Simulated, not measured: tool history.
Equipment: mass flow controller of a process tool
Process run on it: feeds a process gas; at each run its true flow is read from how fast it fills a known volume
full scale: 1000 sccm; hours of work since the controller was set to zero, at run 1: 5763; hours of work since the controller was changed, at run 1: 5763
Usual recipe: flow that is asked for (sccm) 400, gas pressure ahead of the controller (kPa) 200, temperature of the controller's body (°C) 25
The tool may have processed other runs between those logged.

| run | day | flow that is asked for (sccm) | gas pressure ahead of the controller (kPa) | temperature of the controller's body (°C) | hours of work since the controller was set to zero | hours of work since the controller was changed | true flow (%) |
|---|---|---|---|---|---|---|---|
| 1 | 0.000 | 400 | 200 | 25 | 5763 | 5763 | 98.17 |
| 2 | 16.092 | 400 | 200 | 21 | 6046 | 6046 | 98.13 |
| 3 | 28.754 | 400 | 200 | 25 | 6269 | 6269 | 98.05 |
| 4 | 45.446 | 400 | 200 | 25 | 6563 | 6563 | 97.97 |
| 5 | 62.608 | 400 | 156 | 25 | 6864 | 6864 | 97.97 |
| 6 | 79.862 | 400 | 156 | 25 | 7168 | 7168 | 97.89 |
|  | 84.358 | controller's zero set anew |
| 7 | 97.946 | 400 | 156 | 25 | 239 | 7485 | 98.08 |
| 8 | 114.288 | 400 | 156 | 25 | 526 | 7773 | 97.96 |
| 9 | 126.546 | 237 | 156 | 25 | 742 | 7988 | 97.37 |
| 10 | 142.808 | 400 | 144 | 25 | 1028 | 8274 | 97.89 |
| 11 | 158.050 | 400 | 144 | 25 | 1296 | 8542 | 97.89 |
| 12 | 168.554 | 400 | 144 | 25 | 1480 | 8727 | 97.93 |
| 13 | 179.012 | 400 | 272 | 25 | 1664 | 8911 | 97.80 |
| 14 | 195.817 | 140 | 149 | 25 | 1960 | 9206 | 96.82 |
| 15 | 207.592 | 135 | 199 | 25 | 2167 | 9413 | 96.91 |
| 16 | 217.496 | 400 | 253 | 25 | 2341 | 9587 | 97.66 |
| 17 | 227.550 | 400 | 259 | 25 | 2518 | 9764 | 97.60 |
| 18 | 236.771 | 400 | 211 | 26 | 2680 | 9926 | 97.53 |
| 19 | 248.300 | 400 | 211 | 26 | 2883 | 10129 | 97.68 |
| 20 | 262.488 | 155 | 163 | 20 | 3132 | 10378 | 97.10 |
| 21 | 284.033 | 603 | 200 | 39 | 3511 | 10757 | 97.87 |
| 22 | 297.379 | 830 | 200 | 39 | 3746 | 10992 | 98.52 |
| 23 | 311.317 | 830 | 200 | 39 | 3991 | 11237 | 98.59 |
| 24 | 327.025 | 781 | 187 | 28 | 4267 | 11513 | 98.88 |
| 25 | 337.288 | 400 | 200 | 26 | 4447 | 11694 | 97.45 |
| 26 | 355.592 | 400 | 200 | 26 | 4769 | 12016 | 97.45 |

Measured minus without-hidden-state, run by run (identical run-to-run variation in each term; gauge scatter may differ):
The tool's hidden condition here consists of: flow at rest that the sensor doesn't see, % of full scale; true flow over the shown one, %; drift of the gauge itself on true_pct, %.
| run | true flow (%) |
|---|---|
| 1 | +0.02 |
| 2 | -0.01 |
| 3 | -0.03 |
| 4 | -0.05 |
| 5 | -0.07 |
| 6 | -0.10 |
| 7 | -0.13 |
| 8 | -0.16 |
| 9 | -0.17 |
| 10 | -0.19 |
| 11 | -0.22 |
| 12 | -0.23 |
| 13 | -0.24 |
| 14 | -0.26 |
| 15 | -0.27 |
| 16 | -0.30 |
| 17 | -0.31 |
| 18 | -0.33 |
| 19 | -0.34 |
| 20 | -0.35 |
| 21 | -0.39 |
| 22 | -0.42 |
| 23 | -0.44 |
| 24 | -0.46 |
| 25 | -0.47 |
| 26 | -0.49 |
